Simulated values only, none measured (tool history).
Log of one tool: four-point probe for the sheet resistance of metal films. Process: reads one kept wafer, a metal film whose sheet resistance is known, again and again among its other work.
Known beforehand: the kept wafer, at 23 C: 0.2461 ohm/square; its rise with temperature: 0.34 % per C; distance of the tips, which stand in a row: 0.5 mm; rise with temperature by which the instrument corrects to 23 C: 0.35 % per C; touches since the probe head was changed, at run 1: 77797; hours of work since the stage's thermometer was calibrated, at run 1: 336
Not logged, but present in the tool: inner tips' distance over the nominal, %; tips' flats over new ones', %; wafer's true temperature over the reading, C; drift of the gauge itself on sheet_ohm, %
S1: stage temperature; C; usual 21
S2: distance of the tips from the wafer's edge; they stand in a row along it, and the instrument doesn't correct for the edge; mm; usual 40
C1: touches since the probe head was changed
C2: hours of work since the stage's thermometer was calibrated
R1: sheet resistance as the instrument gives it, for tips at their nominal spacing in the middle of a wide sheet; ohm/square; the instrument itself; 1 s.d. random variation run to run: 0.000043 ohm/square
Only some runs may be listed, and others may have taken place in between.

run	hour	S1	S2	C1	C2	R1
1	0	21	40	77797	336	0.246637
2	16.3	21	40	78550	345	0.246715
3	24.3	21	25	78917	350	0.246705
4	36.2	21	25	79468	357	0.246778
5	53.4	21	5	80263	367	0.248037
6	63.9	21	5	80747	374	0.24803
7	78.9	21	5	81437	383	0.24802
8	95.6	21	5	82209	392	0.248136
9	111.6	21	5	82949	402	0.24801
10	129.6	21	40	83780	413	0.246751
11	137.9	21	40	84160	418	0.246814
12	154.1	20	23	84911	427	0.246896
13	161.6	24	28	85257	432	0.246704
14	169.2	24	28	85606	436	0.246702

Run 15 has not been measured yet. What should we expect?
15	177.6	32	8	85996	441	?

R1: 0.246989 ohm/square
Were there no unlogged condition in the tool, this run, its random variation unchanged, would have produced R1 0.246386 ohm/square.

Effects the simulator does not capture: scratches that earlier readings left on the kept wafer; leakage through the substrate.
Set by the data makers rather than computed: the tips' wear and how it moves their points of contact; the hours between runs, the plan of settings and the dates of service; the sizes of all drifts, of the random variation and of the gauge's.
